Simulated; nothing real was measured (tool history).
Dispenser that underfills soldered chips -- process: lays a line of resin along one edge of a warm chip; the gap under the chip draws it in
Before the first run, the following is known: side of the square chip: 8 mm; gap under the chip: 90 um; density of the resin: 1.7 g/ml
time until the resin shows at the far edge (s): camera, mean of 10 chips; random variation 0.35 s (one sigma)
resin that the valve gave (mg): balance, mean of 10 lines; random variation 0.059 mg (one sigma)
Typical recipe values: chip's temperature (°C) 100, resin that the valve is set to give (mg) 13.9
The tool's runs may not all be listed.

run	day	chip's temperature (°C)	resin that the valve is set to give (mg)	time until the resin shows at the far edge (s)	resin that the valve gave (mg)
1	0	100	13.9	26.1	13.63
# day 0.275: new syringe of resin
2	0.488	100	13.9	25.4	13.59
# day 0.767: new syringe of resin
3	0.95	100	13.9	24.3	13.57
# day 1.258: new syringe of resin
4	1.308	100	13.9	20.9	13.58
# day 1.458: dispensing valve cleaned and set on the balance
5	1.546	100	13.9	27.2	13.81
# day 1.812: new syringe of resin
6	1.971	100	13.9	23.2	13.79
# day 2.304: new syringe of resin
7	2.454	100	13.9	23.6	13.82
# day 2.821: new syringe of resin
8	2.821	100	13.9	19.2	13.74
9	3.25	100	13.9	32.9	13.7
# day 3.321: new syringe of resin
10	3.621	91	12.8	41	12.62
# day 3.825: new syringe of resin
11	4.058	91	12.8	38.4	12.59
# day 4.329: new syringe of resin
12	4.342	98	14.3	21.5	13.98
13	4.558	90	15.5	38.3	15.23
# day 4.812: new syringe of resin
14	4.992	100	17.3	23.8	16.89
15	5.192	100	17.3	30.7	16.9
# day 5.312: dispensing valve cleaned and set on the balance
# day 5.362: new syringe of resin
16	5.658	90	17.3	39.7	17.18
# day 5.862: new syringe of resin
17	6.1	98	15.4	27.9	15.33

Each row is a separate what-if for the run after 17, all from the same tool condition, not one after another. Results?
# day 6.362: new syringe of resin
A	6.408	114	15.1	?	?
# day 6.362: new syringe of resin
B	6.408	106	13.3	?	?
# day 6.362: new syringe of resin
C	6.408	90	15.4	?	?
# day 6.362: new syringe of resin
D	6.408	89	17.3	?	?

run	time until the resin shows at the far edge (s)	resin that the valve gave (mg)
A	13.1	14.9
B	17	13.23
C	29.5	15.27
D	31.2	17.02
The same runs, with their run-to-run variation unchanged, on a tool lacking any hidden condition would have given:
run	time until the resin shows at the far edge (s)	resin that the valve gave (mg)
A	11.8	15.05
B	15.3	13.36
C	26.4	15.42
D	27.9	17.19
